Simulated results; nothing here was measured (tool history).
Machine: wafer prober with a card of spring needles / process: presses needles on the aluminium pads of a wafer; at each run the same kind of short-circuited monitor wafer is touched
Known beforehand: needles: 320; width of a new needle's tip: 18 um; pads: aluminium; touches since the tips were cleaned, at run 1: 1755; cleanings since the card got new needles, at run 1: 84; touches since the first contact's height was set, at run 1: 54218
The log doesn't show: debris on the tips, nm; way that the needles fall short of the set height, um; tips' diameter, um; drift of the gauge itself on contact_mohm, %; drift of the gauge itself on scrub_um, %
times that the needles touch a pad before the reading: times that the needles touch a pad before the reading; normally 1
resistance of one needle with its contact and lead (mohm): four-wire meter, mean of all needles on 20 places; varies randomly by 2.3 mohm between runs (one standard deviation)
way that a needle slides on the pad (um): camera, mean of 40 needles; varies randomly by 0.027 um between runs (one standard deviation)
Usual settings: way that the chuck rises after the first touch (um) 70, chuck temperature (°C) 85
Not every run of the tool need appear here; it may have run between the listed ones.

| run | hour | way that the chuck rises after the first touch (um) | chuck temperature (°C) | times that the needles touch a pad before the reading | touches since the tips were cleaned | cleanings since the card got new needles | touches since the first contact's height was set | resistance of one needle with its contact and lead (mohm) | way that a needle slides on the pad (um) |
|---|---|---|---|---|---|---|---|---|---|
| 1 | 0 | 70 | 85 | 1 | 1755 | 84 | 54218 | 312 | 9.26 |
|  | 2.9 | tips cleaned on abrasive film |
|  | 8.6 | tips cleaned on abrasive film |
|  | 14.3 | tips cleaned on abrasive film |
|  | 20 | tips cleaned on abrasive film |
|  | 27.1 | tips cleaned on abrasive film |
|  | 32.8 | tips cleaned on abrasive film |
|  | 39.9 | tips cleaned on abrasive film |
|  | 47 | tips cleaned on abrasive film |
|  | 54.1 | tips cleaned on abrasive film |
| 2 | 54.2 | 70 | 85 | 1 | 46 | 93 | 77718 | 262 | 9.15 |
|  | 60 | tips cleaned on abrasive film |
|  | 65.7 | tips cleaned on abrasive film |
|  | 71.4 | tips cleaned on abrasive film |
|  | 77.1 | tips cleaned on abrasive film |
|  | 82.8 | tips cleaned on abrasive film |
|  | 89.9 | tips cleaned on abrasive film |
| 3 | 90.5 | 70 | 85 | 1 | 270 | 99 | 93429 | 267 | 9.13 |
|  | 96.2 | tips cleaned on abrasive film |
|  | 103.3 | tips cleaned on abrasive film |
|  | 109 | tips cleaned on abrasive film |
|  | 114.7 | tips cleaned on abrasive film |
|  | 121.8 | tips cleaned on abrasive film |
|  | 127.5 | tips cleaned on abrasive film |
|  | 133.2 | tips cleaned on abrasive film |
|  | 138.9 | tips cleaned on abrasive film |
| 4 | 140.7 | 70 | 45 | 1 | 779 | 107 | 115193 | 283 | 9.08 |
|  | 145 | tips cleaned on abrasive film |
|  | 150.7 | tips cleaned on abrasive film |
|  | 157.8 | tips cleaned on abrasive film |
|  | 163.5 | tips cleaned on abrasive film |
|  | 170.6 | tips cleaned on abrasive film |
|  | 173.5 | tips cleaned on abrasive film, once more |
| 5 | 176.7 | 66 | 85 | 1 | 1390 | 113 | 130778 | 318 | 8.55 |
|  | 179.6 | tips cleaned on abrasive film |
|  | 186.7 | tips cleaned on abrasive film |
|  | 192.4 | tips cleaned on abrasive film |
|  | 198.1 | tips cleaned on abrasive film |
|  | 205.2 | tips cleaned on abrasive film |
|  | 210.9 | tips cleaned on abrasive film |
| 6 | 215.4 | 66 | 85 | 1 | 2001 | 119 | 147592 | 331 | 8.47 |
|  | 216.9 | tips cleaned on abrasive film |
|  | 224 | tips cleaned on abrasive film |
|  | 229.7 | tips cleaned on abrasive film |
|  | 235.4 | tips cleaned on abrasive film |
|  | 242.5 | tips cleaned on abrasive film |
| 7 | 244 | 66 | 85 | 1 | 629 | 124 | 159950 | 289 | 8.48 |
|  | 248.2 | tips cleaned on abrasive film |
|  | 255.3 | tips cleaned on abrasive film |
|  | 262.5 | tips cleaned on abrasive film |
|  | 269.6 | tips cleaned on abrasive film |
|  | 276.7 | tips cleaned on abrasive film |
|  | 283.8 | tips cleaned on abrasive film |
|  | 286.9 | height of the first contact set anew |
|  | 291.2 | tips cleaned on abrasive film |
| 8 | 295.1 | 70 | 85 | 1 | 1717 | 131 | 3569 | 312 | 9.31 |
|  | 298 | tips cleaned on abrasive film |
|  | 303.7 | tips cleaned on abrasive film |
|  | 309.4 | tips cleaned on abrasive film |
|  | 315.1 | tips cleaned on abrasive film |
|  | 322.2 | tips cleaned on abrasive film |
|  | 327.9 | tips cleaned on abrasive film |
|  | 335 | tips cleaned on abrasive film |
| 9 | 335.9 | 70 | 85 | 1 | 386 | 138 | 21236 | 279 | 9.3 |
|  | 341.6 | tips cleaned on abrasive film |
|  | 347.3 | tips cleaned on abrasive film |
|  | 353 | tips cleaned on abrasive film |
|  | 360.1 | tips cleaned on abrasive film |
|  | 365.8 | tips cleaned on abrasive film |
|  | 371.5 | tips cleaned on abrasive film |
|  | 378.6 | tips cleaned on abrasive film |
|  | 385.7 | tips cleaned on abrasive film |
|  | 391.4 | tips cleaned on abrasive film |
| 10 | 396.1 | 70 | 85 | 2 | 2094 | 147 | 47399 | 292 | 9.24 |
|  | 397.6 | tips cleaned on abrasive film |
|  | 404.7 | tips cleaned on abrasive film |
|  | 410.4 | tips cleaned on abrasive film |
|  | 416.1 | tips cleaned on abrasive film |
|  | 423.3 | tips cleaned on abrasive film |
|  | 429 | tips cleaned on abrasive film |
| 11 | 430.8 | 54 | 89 | 1 | 802 | 153 | 62398 | 318 | 7.11 |
|  | 435.1 | tips cleaned on abrasive film |
|  | 440.8 | tips cleaned on abrasive film |
|  | 446.5 | tips cleaned on abrasive film |
|  | 453.6 | tips cleaned on abrasive film |
|  | 459.3 | tips cleaned on abrasive film |
|  | 465 | tips cleaned on abrasive film |
|  | 470.7 | tips cleaned on abrasive film |
|  | 477.8 | tips cleaned on abrasive film |
| 12 | 480.2 | 56 | 115 | 1 | 1074 | 161 | 83838 | 331 | 7.32 |
|  | 484.5 | tips cleaned on abrasive film |
|  | 491.6 | tips cleaned on abrasive film |
|  | 497.3 | tips cleaned on abrasive film |
|  | 504.4 | tips cleaned on abrasive film |
|  | 510.1 | tips cleaned on abrasive film |
|  | 515.9 | tips cleaned on abrasive film |
|  | 521.6 | tips cleaned on abrasive film |
|  | 527.3 | tips cleaned on abrasive film |
|  | 534.4 | tips cleaned on abrasive film |
| 13 | 538.2 | 77 | 85 | 1 | 1684 | 170 | 108975 | 304 | 10.09 |
|  | 541.1 | tips cleaned on abrasive film |
|  | 546.8 | tips cleaned on abrasive film |
|  | 553.9 | tips cleaned on abrasive film |
|  | 559.6 | tips cleaned on abrasive film |
|  | 566.7 | tips cleaned on abrasive film |
| 14 | 570.2 | 77 | 85 | 3 | 1536 | 175 | 122855 | 273 | 10 |
|  | 573.1 | tips cleaned on abrasive film |
|  | 578.8 | tips cleaned on abrasive film |
|  | 585.9 | tips cleaned on abrasive film |
|  | 593 | tips cleaned on abrasive film |
|  | 600.1 | tips cleaned on abrasive film |
| 15 | 602.4 | 77 | 85 | 3 | 1028 | 180 | 136846 | 267 | 9.97 |
|  | 606.7 | tips cleaned on abrasive film |
|  | 612.4 | tips cleaned on abrasive film |
|  | 618.1 | tips cleaned on abrasive film |
|  | 625.3 | tips cleaned on abrasive film |
|  | 631 | tips cleaned on abrasive film |
|  | 638.1 | tips cleaned on abrasive film |
|  | 643.8 | tips cleaned on abrasive film |
| 16 | 648.2 | 77 | 85 | 3 | 1952 | 187 | 156697 | 278 | 9.95 |
|  | 649.7 | tips cleaned on abrasive film |
|  | 656.8 | tips cleaned on abrasive film |
|  | 663.9 | tips cleaned on abrasive film |
|  | 671 | tips cleaned on abrasive film |
|  | 678.1 | tips cleaned on abrasive film |
| 17 | 679.1 | 77 | 56 | 2 | 413 | 192 | 170076 | 262 | 9.94 |
|  | 684.8 | tips cleaned on abrasive film |
|  | 690.5 | tips cleaned on abrasive film |
|  | 696.2 | tips cleaned on abrasive film |
|  | 697.9 | height of the first contact set anew |
|  | 703.6 | tips cleaned on abrasive film |
|  | 710.7 | tips cleaned on abrasive film |
|  | 716.4 | tips cleaned on abrasive film |
| 18 | 720.2 | 77 | 56 | 2 | 1687 | 198 | 9711 | 282 | 10.24 |
|  | 723.1 | tips cleaned on abrasive film |
|  | 728.8 | tips cleaned on abrasive film |
|  | 734.5 | tips cleaned on abrasive film |
|  | 740.2 | tips cleaned on abrasive film |
|  | 745.9 | tips cleaned on abrasive film |
|  | 753 | tips cleaned on abrasive film |
| 19 | 755.3 | 83 | 85 | 2 | 999 | 204 | 24906 | 269 | 11.01 |
|  | 759.6 | tips cleaned on abrasive film |
|  | 765.3 | tips cleaned on abrasive film |
|  | 771 | tips cleaned on abrasive film |
|  | 778.1 | tips cleaned on abrasive film |
|  | 784.9 | tips cleaned on abrasive film |
| 20 | 784.9 | 57 | 85 | 2 | 0 | 209 | 37738 | 273 | 7.48 |

3 ways to go on from here, each from the tool as it stands after run 20. What would each give?
|  | 792 | tips cleaned on abrasive film |
|  | 799.1 | tips cleaned on abrasive film |
|  | 806.2 | tips cleaned on abrasive film |
|  | 813.3 | tips cleaned on abrasive film |
|  | 820.4 | tips cleaned on abrasive film |
|  | 827.5 | tips cleaned on abrasive film |
|  | 833.2 | tips cleaned on abrasive film |
|  | 840.3 | tips cleaned on abrasive film |
|  | 847.4 | tips cleaned on abrasive film |
| A | 848.8 | 70 | 87 | 1 | 579 | 218 | 65474 | ? | ? |
|  | 792 | tips cleaned on abrasive film |
|  | 799.1 | tips cleaned on abrasive film |
|  | 806.2 | tips cleaned on abrasive film |
|  | 813.3 | tips cleaned on abrasive film |
|  | 820.4 | tips cleaned on abrasive film |
|  | 827.5 | tips cleaned on abrasive film |
|  | 833.2 | tips cleaned on abrasive film |
|  | 840.3 | tips cleaned on abrasive film |
|  | 847.4 | tips cleaned on abrasive film |
| B | 848.8 | 60 | 81 | 1 | 579 | 218 | 65474 | ? | ? |
|  | 792 | tips cleaned on abrasive film |
|  | 799.1 | tips cleaned on abrasive film |
|  | 806.2 | tips cleaned on abrasive film |
|  | 813.3 | tips cleaned on abrasive film |
|  | 820.4 | tips cleaned on abrasive film |
|  | 827.5 | tips cleaned on abrasive film |
|  | 833.2 | tips cleaned on abrasive film |
|  | 840.3 | tips cleaned on abrasive film |
|  | 847.4 | tips cleaned on abrasive film |
| C | 848.8 | 75 | 59 | 1 | 579 | 218 | 65474 | ? | ? |

| run | resistance of one needle with its contact and lead (mohm) | way that a needle slides on the pad (um) |
|---|---|---|
| A | 282 | 9.19 |
| B | 299 | 7.88 |
| C | 273 | 9.85 |
Without the tool's unlogged condition, the same runs would have read:
| run | resistance of one needle with its contact and lead (mohm) | way that a needle slides on the pad (um) |
|---|---|---|
| A | 251 | 9.31 |
| B | 257 | 8 |
| C | 245 | 9.97 |
